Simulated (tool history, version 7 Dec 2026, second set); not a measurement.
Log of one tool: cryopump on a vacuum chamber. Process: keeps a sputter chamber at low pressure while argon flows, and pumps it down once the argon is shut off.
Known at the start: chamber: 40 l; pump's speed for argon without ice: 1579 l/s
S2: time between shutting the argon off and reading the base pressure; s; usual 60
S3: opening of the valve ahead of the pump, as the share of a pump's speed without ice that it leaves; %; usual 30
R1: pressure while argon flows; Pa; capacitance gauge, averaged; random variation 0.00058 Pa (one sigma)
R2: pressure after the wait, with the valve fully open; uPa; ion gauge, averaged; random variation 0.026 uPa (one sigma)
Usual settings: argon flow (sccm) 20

{"run": 1, "hour": 0.0, "argon flow (sccm)": 20, "S2": 60, "S3": 30, "R1": 0.0731, "R2": 1.65}
{"run": 2, "hour": 12.3, "argon flow (sccm)": 20, "S2": 60, "S3": 30, "R1": 0.0719, "R2": 1.6}
{"run": 3, "hour": 21.9, "argon flow (sccm)": 20, "S2": 60, "S3": 30, "R1": 0.0721, "R2": 1.66}
{"run": 4, "hour": 36.0, "argon flow (sccm)": 20, "S2": 60, "S3": 30, "R1": 0.0721, "R2": 1.64}
{"run": 5, "hour": 54.8, "argon flow (sccm)": 20, "S2": 60, "S3": 30, "R1": 0.0731, "R2": 1.61}
{"run": 6, "hour": 66.9, "argon flow (sccm)": 20, "S2": 60, "S3": 30, "R1": 0.0714, "R2": 1.61}
{"run": 7, "hour": 79.8, "argon flow (sccm)": 20, "S2": 60, "S3": 30, "R1": 0.0735, "R2": 1.63}
{"run": 8, "hour": 92.4, "argon flow (sccm)": 36, "S2": 60, "S3": 30, "R1": 0.1307, "R2": 1.58}
{"run": 9, "hour": 112.2, "argon flow (sccm)": 36, "S2": 60, "S3": 30, "R1": 0.131, "R2": 1.66}
{"run": 10, "hour": 121.2, "argon flow (sccm)": 36, "S2": 60, "S3": 30, "R1": 0.1311, "R2": 1.62}
{"run": 11, "hour": 131.9, "argon flow (sccm)": 36, "S2": 60, "S3": 30, "R1": 0.1306, "R2": 1.67}
{"run": 12, "hour": 143.3, "argon flow (sccm)": 36, "S2": 60, "S3": 30, "R1": 0.1308, "R2": 1.7}
{"run": 13, "hour": 160.2, "argon flow (sccm)": 20, "S2": 60, "S3": 48, "R1": 0.0457, "R2": 1.73}
{"run": 14, "hour": 171.7, "argon flow (sccm)": 20, "S2": 60, "S3": 48, "R1": 0.0466, "R2": 1.71}
{"run": 15, "hour": 188.5, "argon flow (sccm)": 20, "S2": 60, "S3": 48, "R1": 0.0469, "R2": 1.76}
{"run": 16, "hour": 208.1, "argon flow (sccm)": 21, "S2": 112, "S3": 38, "R1": 0.062, "R2": 1.34}
{"run": 17, "hour": 224.9, "argon flow (sccm)": 31, "S2": 236, "S3": 38, "R1": 0.0911, "R2": 1.08}
{"run": 18, "hour": 245.2, "argon flow (sccm)": 9, "S2": 115, "S3": 38, "R1": 0.0268, "R2": 1.33}
{"run": 19, "hour": 255.4, "argon flow (sccm)": 9, "S2": 219, "S3": 30, "R1": 0.0324, "R2": 1.12}
{"run": 20, "hour": 265.4, "argon flow (sccm)": 9, "S2": 60, "S3": 18, "R1": 0.0544, "R2": 1.75}
{"run": 21, "hour": 280.7, "argon flow (sccm)": 13, "S2": 27, "S3": 34, "R1": 0.0419, "R2": 2.78}
{"run": 22, "hour": 294.6, "argon flow (sccm)": 13, "S2": 27, "S3": 34, "R1": 0.0424, "R2": 2.85}
{"run": 23, "hour": 308.3, "argon flow (sccm)": 13, "S2": 27, "S3": 34, "R1": 0.0437, "R2": 2.88}

Forecast each of these 5 alternatives for the next run:
{"run": "A", "hour": 329.2, "argon flow (sccm)": 13, "S2": 27, "S3": 34, "R1": "?", "R2": "?"}
{"run": "B", "hour": 329.2, "argon flow (sccm)": 31, "S2": 109, "S3": 33, "R1": "?", "R2": "?"}
{"run": "C", "hour": 329.2, "argon flow (sccm)": 12, "S2": 95, "S3": 50, "R1": "?", "R2": "?"}
{"run": "D", "hour": 329.2, "argon flow (sccm)": 20, "S2": 54, "S3": 40, "R1": "?", "R2": "?"}
{"run": "E", "hour": 329.2, "argon flow (sccm)": 33, "S2": 60, "S3": 30, "R1": "?", "R2": "?"}

run=A R1=0.0433 R2=2.89
run=B R1=0.1053 R2=1.39
run=C R1=0.0273 R2=1.52
run=D R1=0.0572 R2=1.87
run=E R1=0.1214 R2=1.78
Without the tool's hidden state the same runs would have given:
run=A R1=0.0414 R2=2.14
run=B R1=0.1008 R2=0.66
run=C R1=0.0256 R2=0.76
run=D R1=0.0543 R2=1.14
run=E R1=0.1166 R2=1.03
